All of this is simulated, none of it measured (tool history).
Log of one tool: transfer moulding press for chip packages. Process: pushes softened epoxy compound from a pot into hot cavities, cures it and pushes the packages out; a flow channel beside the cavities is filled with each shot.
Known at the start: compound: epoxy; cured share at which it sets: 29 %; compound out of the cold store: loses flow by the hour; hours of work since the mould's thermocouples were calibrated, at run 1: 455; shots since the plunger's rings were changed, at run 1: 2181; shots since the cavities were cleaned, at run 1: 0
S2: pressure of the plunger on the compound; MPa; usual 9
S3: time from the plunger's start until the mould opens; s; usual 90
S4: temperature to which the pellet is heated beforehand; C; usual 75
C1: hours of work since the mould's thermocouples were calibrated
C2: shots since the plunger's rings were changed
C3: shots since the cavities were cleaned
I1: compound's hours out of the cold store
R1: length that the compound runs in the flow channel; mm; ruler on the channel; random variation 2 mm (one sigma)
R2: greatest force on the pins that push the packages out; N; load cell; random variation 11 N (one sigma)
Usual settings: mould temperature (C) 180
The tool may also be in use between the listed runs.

run 1 hour=0 | mould_temperature_(C)=180 S2=9 S3=90 S4=75 | C1=455 C2=2181 C3=0 | I1=16.5 | R1=720 R2=512
-- hour=45 plunger's sealing rings changed
-- hour=61.3 cavities cleaned with cleaning compound and waxed
run 2 hour=78.1 | mould_temperature_(C)=180 S2=9 S3=90 S4=75 | C1=500 C2=404 C3=215 | I1=40.9 | R1=650 R2=643
-- hour=119.6 cavities cleaned with cleaning compound and waxed
run 3 hour=130.2 | mould_temperature_(C)=180 S2=9 S3=90 S4=75 | C1=531 C2=1049 C3=136 | I1=42.8 | R1=640 R2=605
-- hour=178.5 cavities cleaned with cleaning compound and waxed
run 4 hour=182.5 | mould_temperature_(C)=180 S2=9 S3=90 S4=75 | C1=562 C2=1695 C3=50 | I1=28 | R1=682 R2=553
run 5 hour=227.8 | mould_temperature_(C)=180 S2=9 S3=90 S4=75 | C1=589 C2=2273 C3=628 | I1=43.4 | R1=633 R2=735
-- hour=237 cavities cleaned with cleaning compound and waxed
-- hour=269.7 plunger's sealing rings changed
run 6 hour=291.8 | mould_temperature_(C)=180 S2=9 S3=90 S4=75 | C1=626 C2=281 C3=666 | I1=16.6 | R1=736 R2=785
-- hour=300.4 cavities cleaned with cleaning compound and waxed
-- hour=361.9 cavities cleaned with cleaning compound and waxed
run 7 hour=392.8 | mould_temperature_(C)=180 S2=9 S3=90 S4=75 | C1=686 C2=1530 C3=393 | I1=45 | R1=630 R2=685
-- hour=420.3 cavities cleaned with cleaning compound and waxed
run 8 hour=467 | mould_temperature_(C)=180 S2=9 S3=90 S4=75 | C1=730 C2=2457 C3=595 | I1=42.1 | R1=632 R2=743
-- hour=481.7 cavities cleaned with cleaning compound and waxed
-- hour=493.6 plunger's sealing rings changed
run 9 hour=525.5 | mould_temperature_(C)=180 S2=9 S3=74 S4=75 | C1=763 C2=406 C3=526 | I1=32.6 | R1=681 R2=1097
-- hour=543.3 cavities cleaned with cleaning compound and waxed
run 10 hour=595 | mould_temperature_(C)=180 S2=9 S3=90 S4=75 | C1=805 C2=1272 C3=659 | I1=16.8 | R1=728 R2=783
-- hour=605.1 cavities cleaned with cleaning compound and waxed
run 11 hour=652.3 | mould_temperature_(C)=180 S2=9 S3=90 S4=75 | C1=839 C2=1984 C3=602 | I1=15.5 | R1=726 R2=787
-- hour=659.9 mould's thermocouples calibrated
-- hour=668.4 cavities cleaned with cleaning compound and waxed
-- hour=714 plunger's sealing rings changed
-- hour=726 cavities cleaned with cleaning compound and waxed
run 12 hour=738.3 | mould_temperature_(C)=180 S2=10.84 S3=90 S4=75 | C1=44 C2=290 C3=156 | I1=11.5 | R1=829 R2=648
-- hour=782.5 cavities cleaned with cleaning compound and waxed
run 13 hour=821.2 | mould_temperature_(C)=180 S2=9 S3=90 S4=82 | C1=94 C2=1328 C3=492 | I1=43.3 | R1=636 R2=725
-- hour=846 cavities cleaned with cleaning compound and waxed
run 14 hour=886 | mould_temperature_(C)=186 S2=9.56 S3=106 S4=82 | C1=133 C2=2135 C3=509 | I1=40.9 | R1=646 R2=649
-- hour=906.6 cavities cleaned with cleaning compound and waxed
-- hour=931.2 plunger's sealing rings changed
-- hour=966.5 cavities cleaned with cleaning compound and waxed
run 15 hour=966.5 | mould_temperature_(C)=180 S2=7.6 S3=102 S4=75 | C1=179 C2=431 C3=0 | I1=11.5 | R1=699 R2=456
-- hour=1024.7 cavities cleaned with cleaning compound and waxed
run 16 hour=1055.9 | mould_temperature_(C)=180 S2=8.7 S3=115 S4=75 | C1=232 C2=1551 C3=397 | I1=36.6 | R1=647 R2=609

Run 17 comes next. What will it give?
-- hour=1084.8 cavities cleaned with cleaning compound and waxed
run 17 hour=1110.5 | mould_temperature_(C)=180 S2=8.7 S3=115 S4=75 | C1=265 C2=2229 C3=328 | I1=15.8 | R1=? R2=?

Run 17 gave R1 710 mm, R2 587 N.
Without the tool's hidden state the same run would have given R1 729 mm, R2 420 N.
